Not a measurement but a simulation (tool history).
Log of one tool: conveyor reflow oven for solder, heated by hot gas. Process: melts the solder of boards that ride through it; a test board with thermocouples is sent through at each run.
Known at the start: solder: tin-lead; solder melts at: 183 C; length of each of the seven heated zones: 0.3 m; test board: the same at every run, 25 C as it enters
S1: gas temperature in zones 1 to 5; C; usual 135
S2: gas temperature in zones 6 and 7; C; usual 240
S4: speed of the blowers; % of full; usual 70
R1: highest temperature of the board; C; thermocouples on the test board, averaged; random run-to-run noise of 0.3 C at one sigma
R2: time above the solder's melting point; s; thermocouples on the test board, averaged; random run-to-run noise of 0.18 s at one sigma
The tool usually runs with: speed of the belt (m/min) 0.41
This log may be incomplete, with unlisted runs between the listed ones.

{"run": 1, "day": 0.0, "S1": 135, "S2": 240, "speed of the belt (m/min)": 0.41, "S4": 70, "R1": 227.4, "R2": 75.2}
{"run": 2, "day": 1.883, "S1": 135, "S2": 240, "speed of the belt (m/min)": 0.41, "S4": 70, "R1": 227.2, "R2": 75.3}
{"run": 3, "day": 3.708, "S1": 135, "S2": 240, "speed of the belt (m/min)": 0.41, "S4": 70, "R1": 227.0, "R2": 75.0}
{"run": 4, "day": 5.088, "S1": 135, "S2": 240, "speed of the belt (m/min)": 0.41, "S4": 70, "R1": 227.0, "R2": 75.5}
{"day": 5.896, "done": "flux residue cleaned out of gas plates and filters"}
{"run": 5, "day": 7.042, "S1": 135, "S2": 240, "speed of the belt (m/min)": 0.41, "S4": 81, "R1": 229.6, "R2": 77.4}
{"run": 6, "day": 8.083, "S1": 135, "S2": 240, "speed of the belt (m/min)": 0.41, "S4": 81, "R1": 230.6, "R2": 77.9}

What does the tool deliver on the next run?
{"run": 7, "day": 10.042, "S1": 135, "S2": 240, "speed of the belt (m/min)": 0.41, "S4": 81, "R1": "?", "R2": "?"}

Run 7 yielded R1 230.2 C, R2 77.8 s.
With the hidden condition absent and the run-to-run variation left alone, this run would have shown R1 231.0 C, R2 76.1 s.
